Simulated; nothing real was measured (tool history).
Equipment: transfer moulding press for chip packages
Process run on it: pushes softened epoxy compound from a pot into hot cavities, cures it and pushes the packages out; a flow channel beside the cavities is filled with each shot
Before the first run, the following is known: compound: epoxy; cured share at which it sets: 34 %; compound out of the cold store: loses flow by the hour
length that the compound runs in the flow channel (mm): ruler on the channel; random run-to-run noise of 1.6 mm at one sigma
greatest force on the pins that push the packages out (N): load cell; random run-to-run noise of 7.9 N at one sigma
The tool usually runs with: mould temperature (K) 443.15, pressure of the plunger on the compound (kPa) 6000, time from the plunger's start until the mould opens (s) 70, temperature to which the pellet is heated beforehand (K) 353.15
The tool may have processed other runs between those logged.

run	hour	mould temperature (K)	pressure of the plunger on the compound (kPa)	time from the plunger's start until the mould opens (s)	temperature to which the pellet is heated beforehand (K)	incoming compound's hours out of the cold store	length that the compound runs in the flow channel (mm)	greatest force on the pins that push the packages out (N)
1	0.0	443.15	6000	70	353.15	24.9	743	472
2	5.6	443.15	6000	70	353.15	39.2	703	509
# hour 7.6: cavities cleaned with cleaning compound and waxed
3	15.4	443.15	6000	70	353.15	42.1	697	558
4	23.4	443.15	6000	77	353.15	11.6	777	508
5	30.9	443.15	6000	77	353.15	23.0	743	536
# hour 38.9: cavities cleaned with cleaning compound and waxed
6	38.9	443.15	6000	71	353.15	28.9	728	323
7	47.9	443.15	6000	71	353.15	36.2	709	369
# hour 54.3: cavities cleaned with cleaning compound and waxed, once more
8	55.0	443.15	6000	67	353.15	15.3	763	394
9	63.7	443.15	6000	67	353.15	14.6	762	481
10	70.4	443.15	6000	70	353.15	12.3	770	445
11	77.6	443.15	6000	70	353.15	36.2	707	472
# hour 85.7: cavities cleaned with cleaning compound and waxed
12	86.2	443.15	6000	70	353.15	26.4	731	338
13	90.5	443.15	7010	70	353.15	10.4	833	398
14	96.3	443.15	7010	70	353.15	28.6	782	409
15	102.5	437.15	6000	70	353.15	20.5	759	696
16	111.4	437.15	5270	70	363.15	17.6	714	737
# hour 117.4: cavities cleaned with cleaning compound and waxed
17	121.3	440.15	4870	70	362.15	14.2	690	432
18	127.0	443.15	6000	70	349.15	11.4	764	427
# hour 132.7: plunger's sealing rings changed
19	134.7	443.15	4590	54	359.15	38.7	632	824
20	140.0	436.15	7350	63	352.15	38.2	820	956
21	147.8	447.15	4920	70	347.15	14.3	704	421
# hour 151.5: cavities cleaned with cleaning compound and waxed
22	157.4	441.15	6000	70	348.15	34.8	736	425
23	162.6	447.15	6000	70	346.15	9.5	792	356
24	168.7	443.15	5670	53	353.15	45.9	683	919
25	174.3	448.15	5670	63	352.15	31.5	703	444
26	179.4	448.15	5670	63	352.15	38.8	691	467
# hour 183.5: cavities cleaned with cleaning compound and waxed
27	186.5	442.15	7270	76	352.15	32.1	811	321
28	195.3	442.15	7270	76	352.15	16.2	862	398
29	200.3	436.15	6000	70	353.15	27.4	762	720

Each row is a separate what-if for the run after 29, all from the same tool condition, not one after another. Results?
A	208.5	443.15	5400	57	359.15	21.4	?	?
B	208.5	436.15	5160	70	353.15	25.9	?	?
C	208.5	436.15	6000	70	356.15	12.7	?	?
D	208.5	443.15	5170	70	353.15	35.7	?	?

run	length that the compound runs in the flow channel (mm)	greatest force on the pins that push the packages out (N)
A	724	831
B	714	821
C	803	815
D	674	467
The same runs, with their run-to-run variation unchanged, on a tool lacking any hidden condition would have given:
run	length that the compound runs in the flow channel (mm)	greatest force on the pins that push the packages out (N)
A	732	587
B	721	580
C	812	574
D	681	328
